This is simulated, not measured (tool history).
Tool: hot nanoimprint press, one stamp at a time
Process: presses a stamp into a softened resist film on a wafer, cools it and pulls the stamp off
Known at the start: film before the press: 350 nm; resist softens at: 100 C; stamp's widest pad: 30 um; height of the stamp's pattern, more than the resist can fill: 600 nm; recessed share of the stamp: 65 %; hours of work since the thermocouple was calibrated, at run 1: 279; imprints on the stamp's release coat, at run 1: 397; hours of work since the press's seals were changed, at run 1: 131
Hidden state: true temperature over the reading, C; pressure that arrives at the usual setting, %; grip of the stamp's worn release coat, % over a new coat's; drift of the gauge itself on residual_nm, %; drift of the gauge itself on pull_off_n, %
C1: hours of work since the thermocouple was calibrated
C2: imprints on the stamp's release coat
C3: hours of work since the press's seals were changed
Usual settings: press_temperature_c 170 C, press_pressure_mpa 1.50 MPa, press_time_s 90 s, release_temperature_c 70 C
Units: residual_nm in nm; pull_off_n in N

run 1 day=0.000 | press_temperature_c=170 press_pressure_mpa=1.50 press_time_s=90 release_temperature_c=70 | C1=279 C2=397 C3=131 | residual_nm=178.5 pull_off_n=219
run 2 day=1.762 | press_temperature_c=170 press_pressure_mpa=1.50 press_time_s=90 release_temperature_c=70 | C1=304 C2=580 C3=157 | residual_nm=179.7 pull_off_n=237
-- day=3.429 stamp cleaned and given a new release coat
run 3 day=3.688 | press_temperature_c=170 press_pressure_mpa=1.50 press_time_s=90 release_temperature_c=70 | C1=329 C2=27 C3=181 | residual_nm=182.2 pull_off_n=181
run 4 day=5.092 | press_temperature_c=170 press_pressure_mpa=1.50 press_time_s=90 release_temperature_c=70 | C1=349 C2=173 C3=202 | residual_nm=182.6 pull_off_n=202
run 5 day=6.867 | press_temperature_c=170 press_pressure_mpa=0.92 press_time_s=90 release_temperature_c=70 | C1=375 C2=357 C3=227 | residual_nm=223.1 pull_off_n=224
run 6 day=8.154 | press_temperature_c=171 press_pressure_mpa=1.50 press_time_s=90 release_temperature_c=70 | C1=394 C2=491 C3=246 | residual_nm=178.6 pull_off_n=233
run 7 day=9.625 | press_temperature_c=171 press_pressure_mpa=1.01 press_time_s=71 release_temperature_c=72 | C1=415 C2=644 C3=268 | residual_nm=226.9 pull_off_n=229
-- day=10.675 stamp cleaned and given a new release coat
run 8 day=10.788 | press_temperature_c=171 press_pressure_mpa=1.01 press_time_s=71 release_temperature_c=72 | C1=428 C2=11 C3=281 | residual_nm=227.1 pull_off_n=172
run 9 day=11.788 | press_temperature_c=179 press_pressure_mpa=1.46 press_time_s=74 release_temperature_c=65 | C1=443 C2=115 C3=295 | residual_nm=153.9 pull_off_n=224
run 10 day=12.775 | press_temperature_c=170 press_pressure_mpa=1.38 press_time_s=90 release_temperature_c=70 | C1=457 C2=218 C3=310 | residual_nm=192.2 pull_off_n=205
run 11 day=14.333 | press_temperature_c=181 press_pressure_mpa=1.50 press_time_s=169 release_temperature_c=70 | C1=480 C2=380 C3=333 | residual_nm=106.5 pull_off_n=218
run 12 day=15.383 | press_temperature_c=181 press_pressure_mpa=1.50 press_time_s=169 release_temperature_c=70 | C1=495 C2=489 C3=348 | residual_nm=105.7 pull_off_n=227

3 ways to go on from here, each from the tool as it stands after run 12. What would each give?
run A day=16.521 | press_temperature_c=181 press_pressure_mpa=1.50 press_time_s=74 release_temperature_c=75 | C1=512 C2=607 C3=364 | residual_nm=? pull_off_n=?
run B day=16.521 | press_temperature_c=161 press_pressure_mpa=1.05 press_time_s=169 release_temperature_c=59 | C1=512 C2=607 C3=364 | residual_nm=? pull_off_n=?
run C day=16.521 | press_temperature_c=165 press_pressure_mpa=1.05 press_time_s=166 release_temperature_c=70 | C1=512 C2=607 C3=364 | residual_nm=? pull_off_n=?

run=A residual_nm=146.3 pull_off_n=214
run=B residual_nm=229.8 pull_off_n=326
run=C residual_nm=208.7 pull_off_n=250
Without the tool's hidden state the same runs would have given:
run=A residual_nm=135.0 pull_off_n=154
run=B residual_nm=213.3 pull_off_n=242
run=C residual_nm=193.0 pull_off_n=183

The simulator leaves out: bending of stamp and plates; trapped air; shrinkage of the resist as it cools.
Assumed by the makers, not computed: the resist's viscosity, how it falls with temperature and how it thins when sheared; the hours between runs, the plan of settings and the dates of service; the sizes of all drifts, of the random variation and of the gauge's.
